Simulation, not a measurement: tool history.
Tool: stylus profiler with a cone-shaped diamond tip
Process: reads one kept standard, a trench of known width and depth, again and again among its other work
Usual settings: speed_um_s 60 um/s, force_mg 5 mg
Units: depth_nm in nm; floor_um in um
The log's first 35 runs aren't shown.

run	hour	speed_um_s	force_mg	depth_nm	floor_um
36	378.7	162	2.94	503.14	26.34
37	390.9	141	2.55	502.97	26.4
38	405.5	18	11.29	508.07	26.96
39	417	18	11.29	507.79	27
40	432.1	28	1.91	502.17	26.88
41	444.2	51	2.29	502.62	26.72
42	453.7	44	3.44	503.16	26.81
43	465.6	87	2.68	503.15	26.61
44	472.6	22	1.76	502.22	26.9
45	487.1	18	4.39	504.1	26.92
46	494.5	79	11.6	507.77	26.84
47	501.1	25	5.98	505.42	26.97

Forecast each of these 4 alternatives for the next run:
A	508.6	18	2.29	?	?
B	508.6	38	5.98	?	?
C	508.6	186	5.98	?	?
D	508.6	38	11.22	?	?

run	depth_nm	floor_um
A	502.67	26.88
B	505.01	26.93
C	505.16	26.5
D	507.6	26.91
Without the tool's hidden state the same runs would have given:
run	depth_nm	floor_um
A	502.68	26.88
B	505.02	26.93
C	505.16	26.5
D	507.6	26.91

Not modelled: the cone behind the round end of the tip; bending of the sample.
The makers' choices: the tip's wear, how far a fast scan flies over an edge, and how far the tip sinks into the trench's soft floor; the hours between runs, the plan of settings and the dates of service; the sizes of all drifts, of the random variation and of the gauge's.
